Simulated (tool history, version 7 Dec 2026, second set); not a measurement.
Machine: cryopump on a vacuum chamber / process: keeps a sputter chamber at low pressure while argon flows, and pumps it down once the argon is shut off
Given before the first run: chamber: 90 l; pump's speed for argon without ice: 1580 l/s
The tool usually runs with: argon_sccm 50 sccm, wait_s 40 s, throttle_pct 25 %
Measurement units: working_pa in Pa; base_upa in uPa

run,day,argon_sccm,wait_s,throttle_pct,working_pa,base_upa
1,0,50,40,25,0.2311,1.37
2,1.25,50,33,25,0.2309,1.59
3,3.971,50,33,25,0.2156,1.58
4,6.2,50,40,25,0.2141,1.38
5,7.879,50,28,25,0.2167,1.83
6,9.433,50,28,25,0.2145,1.79
7,11.417,30,40,25,0.1299,1.41
8,13.008,30,40,25,0.1295,1.44
9,15.733,76,40,25,0.3287,1.43
10,18.146,81,40,16,0.5475,1.37
11,20.175,81,40,16,0.5425,1.43
12,21.508,81,40,16,0.5458,1.44
13,24.092,81,296,26,0.3378,0.55
14,25.825,28,94,25,0.1206,0.89

Not shown: 1 entry that the log had between the listed runs. Between which runs, and how does the tool's hidden state differ before and after?
In the gap between runs 2 and 3: pump warmed up, emptied and cooled again (day 2.95)
  pump's speed, % of a pump's without ice: 76.9 -> 99.7; cold plate's temperature, K: 12.91 -> 12.92; leak into the chamber, uPa l/s: 337 -> 368
  measured result minus the result with no hidden state, working_pa: +0.0174 -> +0.0012 Pa; base_upa: +0.09 -> +0.05 uPa
